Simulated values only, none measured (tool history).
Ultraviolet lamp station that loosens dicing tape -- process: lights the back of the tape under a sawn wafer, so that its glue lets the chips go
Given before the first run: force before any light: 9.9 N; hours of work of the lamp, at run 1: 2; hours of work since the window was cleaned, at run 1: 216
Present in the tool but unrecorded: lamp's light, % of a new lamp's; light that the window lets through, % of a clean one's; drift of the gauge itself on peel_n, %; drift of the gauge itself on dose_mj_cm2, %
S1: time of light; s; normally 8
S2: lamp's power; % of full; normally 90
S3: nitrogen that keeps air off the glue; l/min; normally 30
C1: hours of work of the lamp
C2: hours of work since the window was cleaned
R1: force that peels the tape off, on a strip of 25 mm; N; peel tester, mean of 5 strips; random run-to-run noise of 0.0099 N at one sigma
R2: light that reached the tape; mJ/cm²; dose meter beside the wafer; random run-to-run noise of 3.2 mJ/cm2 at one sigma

run 1 hour=0 | S1=8 S2=90 S3=30 | C1=2 C2=216 | R1=0.461 R2=471
run 2 hour=55.5 | S1=8 S2=61 S3=30 | C1=45 C2=258 | R1=1.054 R2=311
run 3 hour=107.4 | S1=8 S2=90 S3=30 | C1=85 C2=298 | R1=0.486 R2=453
run 4 hour=158.5 | S1=8 S2=90 S3=30 | C1=124 C2=337 | R1=0.527 R2=431
run 5 hour=192.1 | S1=8 S2=90 S3=30 | C1=150 C2=363 | R1=0.538 R2=428
run 6 hour=215.9 | S1=8 S2=90 S3=36 | C1=168 C2=381 | R1=0.469 R2=426
run 7 hour=255.3 | S1=8 S2=90 S3=36 | C1=198 C2=411 | R1=0.517 R2=419
run 8 hour=284.6 | S1=8 S2=90 S3=30 | C1=221 C2=434 | R1=0.588 R2=408
run 9 hour=319.9 | S1=9 S2=90 S3=30 | C1=248 C2=461 | R1=0.509 R2=456
-- hour=323.6 window cleaned of glue's vapour
run 10 hour=346.7 | S1=8 S2=90 S3=30 | C1=268 C2=18 | R1=0.654 R2=397
run 11 hour=395.6 | S1=8 S2=90 S3=30 | C1=305 C2=55 | R1=0.676 R2=383
run 12 hour=446.4 | S1=8 S2=62 S3=30 | C1=344 C2=94 | R1=1.441 R2=256
run 13 hour=488 | S1=8 S2=90 S3=30 | C1=376 C2=126 | R1=0.787 R2=361
run 14 hour=524.9 | S1=8 S2=67 S3=30 | C1=405 C2=154 | R1=1.363 R2=265
run 15 hour=577.8 | S1=8 S2=67 S3=30 | C1=445 C2=195 | R1=1.501 R2=257
-- hour=581.8 window cleaned of glue's vapour, once more
run 16 hour=633.8 | S1=8 S2=67 S3=30 | C1=488 C2=40 | R1=1.229 R2=285
run 17 hour=684 | S1=11 S2=90 S3=30 | C1=526 C2=78 | R1=0.39 R2=506
run 18 hour=725.8 | S1=11 S2=90 S3=30 | C1=558 C2=110 | R1=0.412 R2=495
run 19 hour=763.3 | S1=8 S2=73 S3=30 | C1=587 C2=139 | R1=1.224 R2=283
run 20 hour=806.1 | S1=8 S2=73 S3=30 | C1=620 C2=172 | R1=1.319 R2=281
run 21 hour=836.8 | S1=8 S2=73 S3=30 | C1=643 C2=196 | R1=1.323 R2=270
run 22 hour=878 | S1=7 S2=82 S3=12 | C1=675 C2=227 | R1=2.482 R2=256
run 23 hour=919.4 | S1=7 S2=82 S3=12 | C1=707 C2=259 | R1=2.555 R2=256
run 24 hour=957.1 | S1=7 S2=82 S3=12 | C1=736 C2=288 | R1=2.752 R2=249
run 25 hour=985.8 | S1=5 S2=90 S3=54 | C1=758 C2=310 | R1=1.733 R2=191
run 26 hour=1030.3 | S1=7 S2=90 S3=21 | C1=792 C2=344 | R1=1.779 R2=261
run 27 hour=1080.5 | S1=5 S2=85 S3=30 | C1=830 C2=382 | R1=2.721 R2=172
-- hour=1094.7 lamp changed
run 28 hour=1136.2 | S1=7 S2=97 S3=30 | C1=32 C2=424 | R1=0.547 R2=424
run 29 hour=1168.1 | S1=7 S2=90 S3=27 | C1=56 C2=449 | R1=0.757 R2=386
-- hour=1188.6 window cleaned of glue's vapour
run 30 hour=1223.3 | S1=7 S2=90 S3=27 | C1=98 C2=27 | R1=0.668 R2=395
run 31 hour=1256.2 | S1=14 S2=96 S3=15 | C1=124 C2=52 | R1=0.294 R2=830
run 32 hour=1286.3 | S1=14 S2=99 S3=50 | C1=147 C2=75 | R1=0.228 R2=850
run 33 hour=1313.1 | S1=14 S2=99 S3=50 | C1=167 C2=95 | R1=0.231 R2=849
run 34 hour=1345.9 | S1=14 S2=99 S3=50 | C1=192 C2=121 | R1=0.232 R2=826
run 35 hour=1378.4 | S1=13 S2=88 S3=32 | C1=217 C2=146 | R1=0.276 R2=669
run 36 hour=1412.5 | S1=8 S2=90 S3=11 | C1=243 C2=172 | R1=1.325 R2=416
run 37 hour=1458.9 | S1=7 S2=90 S3=30 | C1=279 C2=207 | R1=0.812 R2=354
run 38 hour=1484.4 | S1=9 S2=89 S3=25 | C1=298 C2=227 | R1=0.572 R2=447
run 39 hour=1520.1 | S1=8 S2=88 S3=26 | C1=326 C2=254 | R1=0.767 R2=383
run 40 hour=1549.8 | S1=12 S2=72 S3=12 | C1=349 C2=277 | R1=1.002 R2=468
run 41 hour=1604 | S1=7 S2=99 S3=30 | C1=390 C2=319 | R1=0.786 R2=362
run 42 hour=1637.9 | S1=7 S2=99 S3=30 | C1=416 C2=345 | R1=0.806 R2=354

Consider 4 possible next runs. They are alternatives, not a sequence: every one starts from the tool as it was left by run 42. What does each give?
run A hour=1682.1 | S1=7 S2=90 S3=30 | C1=450 C2=378 | R1=? R2=?
run B hour=1682.1 | S1=5 S2=79 S3=35 | C1=450 C2=378 | R1=? R2=?
run C hour=1682.1 | S1=4 S2=90 S3=30 | C1=450 C2=378 | R1=? R2=?
run D hour=1682.1 | S1=13 S2=61 S3=41 | C1=450 C2=378 | R1=? R2=?

run=A R1=1.023 R2=315
run=B R1=2.081 R2=198
run=C R1=2.512 R2=179
run=D R1=0.526 R2=395
Had the tool no hidden state, the same runs would have come out as:
run=A R1=0.546 R2=428
run=B R1=1.245 R2=270
run=C R1=1.588 R2=245
run=D R1=0.311 R2=538
